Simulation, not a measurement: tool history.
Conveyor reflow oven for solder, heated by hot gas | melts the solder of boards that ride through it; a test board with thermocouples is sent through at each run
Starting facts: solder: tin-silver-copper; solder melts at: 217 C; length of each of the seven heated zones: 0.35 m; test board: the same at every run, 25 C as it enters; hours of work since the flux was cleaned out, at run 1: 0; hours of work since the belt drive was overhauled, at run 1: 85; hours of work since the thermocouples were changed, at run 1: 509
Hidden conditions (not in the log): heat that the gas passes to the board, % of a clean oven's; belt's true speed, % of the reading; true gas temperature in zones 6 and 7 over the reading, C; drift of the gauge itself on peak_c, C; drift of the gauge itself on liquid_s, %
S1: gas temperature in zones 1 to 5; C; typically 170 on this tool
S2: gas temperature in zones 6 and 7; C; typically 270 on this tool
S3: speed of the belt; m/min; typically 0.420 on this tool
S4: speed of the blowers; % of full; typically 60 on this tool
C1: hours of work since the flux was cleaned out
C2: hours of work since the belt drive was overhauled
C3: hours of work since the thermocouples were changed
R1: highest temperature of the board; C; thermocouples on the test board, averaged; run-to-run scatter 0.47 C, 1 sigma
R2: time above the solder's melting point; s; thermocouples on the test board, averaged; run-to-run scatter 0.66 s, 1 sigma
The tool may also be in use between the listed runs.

run	hour	S1	S2	S3	S4	C1	C2	C3	R1	R2
1	0.0	170	270	0.420	60	0	85	509	250.1	69.8
2	56.3	170	270	0.393	60	43	128	552	253.3	77.8
3	93.7	170	270	0.393	60	71	156	581	251.9	79.1
4	117.7	170	270	0.393	60	90	174	599	252.6	77.5
5	175.6	170	270	0.393	60	134	219	643	251.3	77.6
6	213.9	170	270	0.420	60	163	248	672	249.4	70.7
7	247.6	170	270	0.420	60	189	274	698	249.6	70.6
8	293.8	170	270	0.420	60	224	309	733	249.3	69.9
9	325.9	170	270	0.420	60	249	333	758	249.1	68.7
10	381.1	170	270	0.420	60	291	375	800	248.1	67.7
11	417.8	170	270	0.408	60	319	404	828	248.8	72.5
# hour 425.2: belt drive overhauled, speed set with a stopwatch
# hour 466.7: flux residue cleaned out of gas plates and filters
12	485.6	170	270	0.408	60	14	42	873	251.8	75.4
13	537.2	170	270	0.485	60	54	82	912	245.8	54.8
14	594.3	170	270	0.485	60	97	125	956	244.4	55.3
15	646.8	170	270	0.485	60	137	165	996	244.9	54.3
16	686.5	170	270	0.485	60	168	196	1026	244.4	55.0
17	730.1	170	270	0.485	60	201	229	1060	242.9	54.3
# hour 760.3: belt drive overhauled, speed set with a stopwatch, once more
18	766.0	170	270	0.485	60	225	4	1084	242.1	49.7
19	801.7	166	278	0.396	73	253	32	1111	259.6	81.5
20	860.6	166	278	0.396	73	298	77	1156	259.4	83.4
21	900.7	170	270	0.398	57	328	107	1187	248.6	71.1
# hour 933.4: flux residue cleaned out of gas plates and filters
22	941.6	170	270	0.420	54	6	135	1214	247.8	66.8
# hour 949.9: thermocouples of zones 6 and 7 changed
23	968.5	170	270	0.420	54	25	154	14	248.1	67.7
24	1024.2	170	274	0.420	53	68	196	57	251.4	70.8
25	1082.7	170	262	0.420	60	112	241	101	244.0	64.5
26	1137.9	155	262	0.420	60	155	283	144	239.8	52.3
27	1195.0	185	270	0.420	52	198	327	187	249.6	77.0
28	1246.9	164	262	0.420	55	238	366	227	241.0	54.3
29	1302.7	172	270	0.343	85	280	409	269	261.3	104.3

Below are 3 alternative next runs, each starting from the tool's condition after run 29. Predict each:
A	1347.2	170	270	0.342	63	314	443	303	?	?
B	1347.2	170	280	0.398	60	314	443	303	?	?
C	1347.2	180	279	0.343	69	314	443	303	?	?

run	R1	R2
A	256.5	96.7
B	259.2	83.2
C	267.0	110.2
Stripped of hidden state, with their random variation kept, the same runs would have yielded:
run	R1	R2
A	258.6	98.2
B	261.7	84.7
C	269.1	110.6
